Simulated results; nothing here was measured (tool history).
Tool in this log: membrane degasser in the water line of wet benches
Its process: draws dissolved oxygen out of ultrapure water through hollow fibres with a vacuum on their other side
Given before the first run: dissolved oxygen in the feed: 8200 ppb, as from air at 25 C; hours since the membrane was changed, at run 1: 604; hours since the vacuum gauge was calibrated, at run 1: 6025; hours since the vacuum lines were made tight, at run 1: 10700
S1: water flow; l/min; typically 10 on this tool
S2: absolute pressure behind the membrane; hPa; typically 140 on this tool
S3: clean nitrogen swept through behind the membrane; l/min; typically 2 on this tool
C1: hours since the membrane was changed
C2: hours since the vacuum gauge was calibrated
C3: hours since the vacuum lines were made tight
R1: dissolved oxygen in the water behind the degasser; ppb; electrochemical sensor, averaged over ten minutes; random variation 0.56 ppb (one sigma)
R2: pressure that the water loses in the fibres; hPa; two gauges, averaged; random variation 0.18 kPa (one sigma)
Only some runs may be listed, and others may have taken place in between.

run   hour  S1   S2    S3    C1    C2     C3     R1     R2
  1      0  10  140     2   604  6025  10700  139.9  354.9
  2   40.7  10  140  2.45   644  6066  10741  115.7  349.7
  3   79.9  10  140  2.45   684  6105  10780  115.6  347.8
  4    113  10  140  2.45   717  6138  10813  115.3  349.8
  5  151.8  10  184     2   755  6177  10852  193.5  351.1
  6  196.2  12  140     2   800  6221  10896  169.8  422.2
  7  231.2  10  140  4.55   835  6256  10931   64.1  352.7
  8  255.8   7  108  3.21   860  6281  10956   45.2  249.9
  9  282.2   9  140   0.9   886  6307  10982  263.8    319
 10  320.5   9  140  0.89   924  6345  11020  266.5  319.8
 11  354.4  12  140     2   958  6379  11054  169.8  424.6
 12  379.6  12  140     2   983  6405  11079  168.5  419.3
 13  429.9   8  140   0.9  1034  6455  11130  236.8  281.9
 14  462.6  11  140  4.09  1066  6487  11162   80.5  389.7

For each run, the measured value with the value that run would have given without the tool's hidden condition subtracted. The run-to-run variation is shared by both, the gauge scatter possibly not:
Hidden state present: membrane still open, %; true pressure behind the membrane over the reading, kPa; air that leaks in behind the membrane, l/min; drift of the gauge itself on oxygen_ppb, %; drift of the gauge itself on loss_of_pressure_kpa, %.
run     R1    R2
  1     +7  +1.3
  2     +6  +1.3
  3     +6  +1.4
  4     +6  +1.5
  5   +9.3  +1.6
  6   +7.4    +2
  7   +3.6  +1.7
  8   +3.5  +1.2
  9    +13  +1.7
 10  +13.1  +1.7
 11   +7.5  +2.3
 12   +7.5  +2.4
 13  +13.2  +1.7
 14   +4.2  +2.5
